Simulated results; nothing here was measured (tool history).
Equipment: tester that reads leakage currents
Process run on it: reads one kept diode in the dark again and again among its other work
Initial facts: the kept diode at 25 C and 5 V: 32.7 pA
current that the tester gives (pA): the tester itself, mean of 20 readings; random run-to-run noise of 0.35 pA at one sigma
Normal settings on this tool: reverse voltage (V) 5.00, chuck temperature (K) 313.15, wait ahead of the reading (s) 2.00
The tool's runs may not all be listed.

run,hour,reverse voltage (V),chuck temperature (K),wait ahead of the reading (s),current that the tester gives (pA)
1,0.0,5.00,313.15,2.00,116.03
2,29.0,5.00,305.15,2.00,60.46
3,80.3,5.00,305.15,2.00,60.80
4,108.6,5.00,305.15,2.00,60.39
5,159.7,5.00,313.15,2.00,115.63
6,191.6,5.00,313.15,2.00,116.16
7,227.9,5.00,313.15,2.00,115.68
8,265.0,5.00,313.15,2.00,115.19
9,305.6,5.00,313.15,0.97,116.29
10,344.9,5.00,313.15,2.00,116.04
11,372.0,5.00,313.15,2.00,115.85
12,421.6,5.00,313.15,2.00,116.64
13,457.9,5.00,313.15,2.00,115.88
14,480.8,5.00,313.15,2.00,114.94
15,507.6,5.00,313.15,2.00,115.95
16,550.7,5.00,313.15,2.00,115.38
17,572.5,5.00,313.15,2.00,114.99
18,620.4,5.00,313.15,3.00,115.96
19,665.7,5.00,313.15,2.00,116.14
20,696.1,5.00,297.15,2.00,30.51
21,732.3,5.00,297.15,2.00,30.57
22,771.4,9.37,297.15,2.00,42.92
23,812.5,6.34,306.15,0.63,75.40
24,839.2,6.34,306.15,0.63,75.40
25,883.5,6.34,306.15,0.63,75.42
26,916.4,6.34,306.15,0.63,75.45
27,956.2,6.34,301.15,2.09,48.84
28,987.5,6.34,301.15,2.09,48.73
29,1025.8,4.15,313.15,2.09,105.13
30,1056.3,6.37,318.15,2.00,194.15
31,1088.8,3.51,318.15,1.34,142.16
32,1131.3,1.26,297.15,2.00,14.80
33,1173.3,1.26,297.15,2.00,14.82
34,1207.0,2.41,297.15,2.00,20.75
35,1233.8,5.00,313.15,7.53,115.06
36,1256.9,17.67,303.15,2.00,98.88
37,1302.8,1.58,313.15,3.33,63.67
38,1327.7,4.14,305.15,3.33,54.46
39,1365.1,2.19,322.15,1.58,151.89
40,1388.4,17.63,301.15,2.00,84.05
41,1411.3,17.63,301.15,2.00,83.68

Here are 3 independent what-if runs from the current tool condition. What would each one return?
A,1464.3,17.63,315.15,2.00,?
B,1464.3,17.63,304.15,3.34,?
C,1464.3,5.00,299.15,2.00,?

run,current that the tester gives (pA)
A,261.16
B,106.50
C,36.36
With the hidden condition removed and each run's random variation left untouched, the same runs would have given:
run,current that the tester gives (pA)
A,261.55
B,106.59
C,36.40

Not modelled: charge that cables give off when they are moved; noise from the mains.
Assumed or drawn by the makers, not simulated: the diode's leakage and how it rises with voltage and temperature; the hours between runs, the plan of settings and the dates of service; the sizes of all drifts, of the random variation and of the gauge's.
